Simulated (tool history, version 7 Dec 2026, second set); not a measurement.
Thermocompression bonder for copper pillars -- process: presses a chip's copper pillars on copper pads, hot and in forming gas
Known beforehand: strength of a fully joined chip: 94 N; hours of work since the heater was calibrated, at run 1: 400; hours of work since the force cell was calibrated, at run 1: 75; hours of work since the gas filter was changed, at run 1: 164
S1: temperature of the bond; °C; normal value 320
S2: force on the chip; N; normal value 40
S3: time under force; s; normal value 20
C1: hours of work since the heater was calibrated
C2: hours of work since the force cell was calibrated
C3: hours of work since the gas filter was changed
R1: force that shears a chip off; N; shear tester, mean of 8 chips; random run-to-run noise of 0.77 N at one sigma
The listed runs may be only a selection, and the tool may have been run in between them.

run   hour   S1  S2  S3    C1   C2   C3    R1
  1      0  320  40  20   400   75  164  54.1
  2   25.3  320  40  20   420   95  184  54.9
  3   56.3  320  31  20   444  119  208  45.1
  4   71.4  320  40  20   455  131  220  54.5
  5  100.8  320  40  20   478  153  243  53.5
  6  130.2  320  40  33   501  176  266  60.8
  7  149.5  318  40  20   516  191  281  51.4
  8  175.6  318  40  20   537  212  301  51.6
  9  201.6  320  40  20   557  232  321  51.4
 10  228.6  320  40  20   578  253  342  51.8
 11  246.3  320  31  20   592  267  356  43.6
 12  275.2  347  40  20   614  289  379  59.1
 13  289.4  347  40  20   625  300  390  60.2
       307  -- forming gas filter changed
 14  320.6  320  28  20   649  324   11  43.8
 15  350.7  320  28  20   673  348   34  44.1
 16  366.3  320  28  20   685  360   46  44.8
 17  394.8  320  28  20   707  382   68    43
 18    415  320  28  20   723  398   84  42.6
 19  443.3  320  40  21   745  420  106  57.1
 20  464.8  320  40  21   762  437  123  56.3
 21  478.4  320  40  21   772  447  134  56.1
 22  506.8  320  40  21   794  470  156  55.8
 23    536  320  40  21   817  492  179  54.5
 24    560  320  45  17   836  511  197  53.9
     562.8  -- force cell calibrated
 25  589.6  320  45  17   858   21  219  53.7
 26  606.3  349  34  46   871   34  232  68.1
     617.7  -- force cell calibrated, once more
 27  620.9  346  27  26   881    2  242  52.1
 28    641  320  33  17   897   18  258  43.3
 29  665.5  320  33  17   916   37  277  43.4
 30    686  320  33  17   932   53  293  44.2
 31  699.2  320  33  17   942   64  303  43.4
 32    717  320  33  17   956   77  317  44.5
 33  735.1  320  28  24   970   91  331  42.3
 34  747.7  320  44  32   980  101  341  61.3
 35  761.7  320  30  13   991  112  352  36.4
 36  788.7  299  45  47  1012  133  373  62.4
 37  809.1  313  45  47  1028  149  389  64.1
     827.4  -- forming gas filter changed
 38    840  333  45  44  1051  173   10  77.4
 39  855.3  333  45  44  1063  185   22  79.2

Subtracting, for every run, the result it would have given without the tool's unlogged condition from the measured result gives the following. The same run-to-run variation enters both numbers; the gauge's scatter may not:
What the log doesn't record here: true temperature of the bond over the reading, C; force that reaches the chip, % of what is set; oxide that the forming gas leaves, % of the face; drift of the gauge itself on shear_n, %.
run    R1
  1  -3.5
  2    -4
  3  -3.8
  4  -4.7
  5  -5.1
  6  -6.2
  7  -5.8
  8  -6.1
  9  -6.6
 10    -7
 11  -6.2
 12  -8.6
 13  -8.9
 14  -1.6
 15  -1.9
 16  -2.1
 17  -2.4
 18  -2.7
 19  -3.6
 20  -3.8
 21  -4.1
 22  -4.4
 23  -4.9
 24  -5.3
 25  -6.4
 26  -7.3
 27  -4.9
 28  -4.6
 29  -4.9
 30  -5.2
 31  -5.4
 32  -5.7
 33  -5.8
 34    -8
 35  -5.3
 36  -8.9
 37  -9.4
 38  -1.5
 39  -1.8

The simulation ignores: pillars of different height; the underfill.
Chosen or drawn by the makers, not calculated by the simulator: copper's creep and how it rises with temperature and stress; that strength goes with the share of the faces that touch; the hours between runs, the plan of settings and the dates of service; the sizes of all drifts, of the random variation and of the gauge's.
